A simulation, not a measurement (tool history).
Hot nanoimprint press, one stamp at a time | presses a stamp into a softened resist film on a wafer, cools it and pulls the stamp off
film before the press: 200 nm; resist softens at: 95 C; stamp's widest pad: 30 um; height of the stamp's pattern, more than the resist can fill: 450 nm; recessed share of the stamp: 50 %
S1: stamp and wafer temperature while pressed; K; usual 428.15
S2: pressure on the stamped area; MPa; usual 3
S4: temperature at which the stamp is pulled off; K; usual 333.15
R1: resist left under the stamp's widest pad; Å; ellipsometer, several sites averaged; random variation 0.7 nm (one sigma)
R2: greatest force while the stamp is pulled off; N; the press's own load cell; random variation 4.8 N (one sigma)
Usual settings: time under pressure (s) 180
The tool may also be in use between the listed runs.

Run 1, hour 0: usual settings. Result: R1 1000 Å, R2 265 N.
Run 2, hour 5.4: usual settings but S4 323.15 K. Result: R1 993 Å, R2 289 N.
Run 3, hour 11: usual settings but S4 337.15 K. Result: R1 1001 Å, R2 249 N.
Run 4, hour 16.1: usual settings. Result: R1 990 Å, R2 272 N.
Run 5, hour 23.5: usual settings but time under pressure (s) 195. Result: R1 960 Å, R2 266 N.
Run 6, hour 29.2: usual settings but time under pressure (s) 195. Result: R1 970 Å, R2 251 N.
Run 7, hour 35.2: usual settings but time under pressure (s) 195. Result: R1 966 Å, R2 263 N.
Run 8, hour 41.8: usual settings but S1 435.15 K, time under pressure (s) 195. Result: R1 669 Å, R2 277 N.
Run 9, hour 47.1: usual settings but time under pressure (s) 113. Result: R1 1158 Å, R2 271 N.
Run 10, hour 50.8: usual settings but S2 2.74 MPa. Result: R1 1027 Å, R2 268 N.
Run 11, hour 55: usual settings but time under pressure (s) 129, S4 329.15 K. Result: R1 1119 Å, R2 274 N.
At hour 58.7: plate thermocouple calibrated.
Run 12, hour 65.9: usual settings but S1 437.15 K, S2 3.02 MPa. Result: R1 627 Å, R2 272 N.
Run 13, hour 72.7: usual settings but S1 437.15 K, S2 3.02 MPa. Result: R1 633 Å, R2 277 N.
At hour 76.4: plate thermocouple calibrated, once more.
Run 14, hour 81.3: usual settings but S1 435.15 K, S2 3.02 MPa. Result: R1 669 Å, R2 283 N.
Run 15, hour 86.4: usual settings but S2 2.08 MPa, S4 330.15 K. Result: R1 1117 Å, R2 274 N.
Run 16, hour 93: usual settings but S1 417.15 K. Result: R1 1570 Å, R2 271 N.
Run 17, hour 99.2: usual settings but S1 425.15 K, time under pressure (s) 293, S4 337.15 K. Result: R1 943 Å, R2 273 N.
Run 18, hour 103.5: usual settings but time under pressure (s) 298, S4 340.15 K. Result: R1 796 Å, R2 268 N.
Run 19, hour 110.8: usual settings but time under pressure (s) 298, S4 330.15 K. Result: R1 805 Å, R2 285 N.

Forecast each of these 5 alternatives for the next run:
Run A, hour 116: usual settings but S1 439.15 K, S2 2.93 MPa, S4 331.15 K. Result: R1 ?, R2 ?.
Run B, hour 116: usual settings but S1 429.15 K. Result: R1 ?, R2 ?.
Run C, hour 116: usual settings but S2 2.04 MPa, time under pressure (s) 169. Result: R1 ?, R2 ?.
Run D, hour 116: usual settings but S1 423.15 K. Result: R1 ?, R2 ?.
Run E, hour 116: usual settings but S2 2.29 MPa, time under pressure (s) 196, S4 320.15 K. Result: R1 ?, R2 ?.

run    R1   R2
  A   547  285
  B   920  279
  C  1150  269
  D  1223  278
  E  1048  318
Without the tool's hidden state the same runs would have given:
run    R1   R2
  A   540  241
  B   908  236
  C  1138  227
  D  1209  235
  E  1035  270
